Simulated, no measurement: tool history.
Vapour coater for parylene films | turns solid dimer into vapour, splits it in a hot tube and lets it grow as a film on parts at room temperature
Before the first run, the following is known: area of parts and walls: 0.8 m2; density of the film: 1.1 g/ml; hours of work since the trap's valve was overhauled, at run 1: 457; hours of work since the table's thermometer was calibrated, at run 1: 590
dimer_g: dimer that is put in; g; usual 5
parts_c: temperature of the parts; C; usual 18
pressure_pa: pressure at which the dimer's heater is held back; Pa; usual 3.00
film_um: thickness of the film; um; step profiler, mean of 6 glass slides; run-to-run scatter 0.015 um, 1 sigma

| run | hour | dimer_g | parts_c | pressure_pa | hours of work since the trap's valve was overhauled | hours of work since the table's thermometer was calibrated | film_um |
|---|---|---|---|---|---|---|---|
| 1 | 0.0 | 5 | 18 | 3.00 | 457 | 590 | 3.56 |
| 2 | 10.2 | 5 | 18 | 3.00 | 464 | 597 | 3.58 |
| 3 | 21.6 | 5 | 18 | 3.00 | 473 | 606 | 3.57 |
| 4 | 41.2 | 5 | 18 | 3.00 | 487 | 620 | 3.58 |
| 5 | 52.2 | 5 | 18 | 3.00 | 495 | 628 | 3.54 |
| 6 | 63.9 | 5 | 18 | 3.00 | 504 | 637 | 3.55 |
| 7 | 76.9 | 5 | 18 | 3.00 | 513 | 646 | 3.56 |
| 8 | 96.1 | 5 | 18 | 3.00 | 527 | 660 | 3.54 |
| 9 | 111.5 | 5 | 18 | 3.00 | 539 | 672 | 3.55 |
| 10 | 121.7 | 5 | 18 | 3.00 | 546 | 679 | 3.51 |
| 11 | 130.8 | 5 | 18 | 3.00 | 553 | 686 | 3.53 |
| 12 | 151.0 | 5 | 18 | 3.00 | 568 | 701 | 3.50 |
| 13 | 161.4 | 6 | 18 | 3.00 | 575 | 708 | 4.20 |
|  | 174.1 | trap's valve overhauled |
| 14 | 176.2 | 6 | 18 | 3.00 | 2 | 716 | 4.64 |
| 15 | 186.8 | 6 | 18 | 3.00 | 9 | 724 | 4.65 |
| 16 | 196.1 | 6 | 18 | 3.00 | 16 | 731 | 4.68 |
| 17 | 212.4 | 6 | 18 | 3.00 | 28 | 743 | 4.66 |
| 18 | 229.9 | 6 | 18 | 3.00 | 41 | 756 | 4.66 |
| 19 | 244.6 | 6 | 18 | 3.00 | 52 | 766 | 4.63 |
| 20 | 261.9 | 6 | 18 | 3.00 | 64 | 779 | 4.64 |
| 21 | 281.7 | 6 | 18 | 3.00 | 79 | 794 | 4.65 |
| 22 | 301.9 | 7 | 18 | 3.00 | 94 | 809 | 5.40 |
| 23 | 319.4 | 7 | 18 | 8.69 | 107 | 821 | 4.89 |
| 24 | 336.4 | 7 | 18 | 8.69 | 119 | 834 | 4.88 |
| 25 | 351.6 | 7 | 18 | 8.69 | 130 | 845 | 4.84 |
| 26 | 367.3 | 7 | 18 | 8.69 | 142 | 857 | 4.84 |
| 27 | 382.7 | 7 | 18 | 8.69 | 153 | 868 | 4.84 |
| 28 | 400.8 | 2 | 15 | 4.85 | 166 | 881 | 1.67 |
| 29 | 420.2 | 7 | 15 | 4.85 | 181 | 895 | 5.71 |
| 30 | 440.0 | 2 | 18 | 3.00 | 195 | 910 | 1.49 |
| 31 | 460.7 | 3 | 13 | 10.07 | 210 | 925 | 2.47 |
| 32 | 478.3 | 8 | 13 | 7.48 | 223 | 938 | 6.73 |
| 33 | 497.6 | 8 | 13 | 7.48 | 238 | 952 | 6.69 |
| 34 | 512.3 | 5 | 11 | 3.52 | 248 | 963 | 4.83 |
| 35 | 526.2 | 2 | 13 | 7.60 | 258 | 973 | 1.67 |
| 36 | 542.8 | 8 | 12 | 3.66 | 271 | 985 | 7.42 |
| 37 | 554.7 | 8 | 12 | 3.66 | 279 | 994 | 7.41 |
| 38 | 569.2 | 5 | 18 | 6.57 | 290 | 1005 | 3.49 |
| 39 | 585.2 | 5 | 18 | 6.57 | 302 | 1017 | 3.48 |
| 40 | 597.5 | 6 | 22 | 6.57 | 311 | 1026 | 3.60 |
| 41 | 613.0 | 6 | 22 | 6.57 | 322 | 1037 | 3.55 |
| 42 | 632.9 | 6 | 25 | 2.40 | 337 | 1051 | 3.43 |
| 43 | 646.8 | 6 | 25 | 2.40 | 347 | 1062 | 3.46 |
| 44 | 666.7 | 3 | 13 | 2.09 | 362 | 1076 | 2.77 |
| 45 | 677.3 | 4 | 11 | 5.48 | 369 | 1084 | 3.65 |
| 46 | 690.8 | 5 | 11 | 3.00 | 379 | 1094 | 4.81 |

Branching from run 46: 4 alternative next runs. What would each branch give?
| A | 710.7 | 4 | 29 | 3.00 | 394 | 1109 | ? |
| B | 710.7 | 6 | 14 | 5.09 | 394 | 1109 | ? |
| C | 710.7 | 9 | 11 | 3.00 | 394 | 1109 | ? |
| D | 710.7 | 6 | 17 | 3.00 | 394 | 1109 | ? |

| run | film_um |
|---|---|
| A | 1.92 |
| B | 4.89 |
| C | 8.63 |
| D | 4.56 |
With no hidden state in the tool, these same runs would have given:
| run | film_um |
|---|---|
| A | 2.04 |
| B | 5.18 |
| C | 9.14 |
| D | 4.83 |

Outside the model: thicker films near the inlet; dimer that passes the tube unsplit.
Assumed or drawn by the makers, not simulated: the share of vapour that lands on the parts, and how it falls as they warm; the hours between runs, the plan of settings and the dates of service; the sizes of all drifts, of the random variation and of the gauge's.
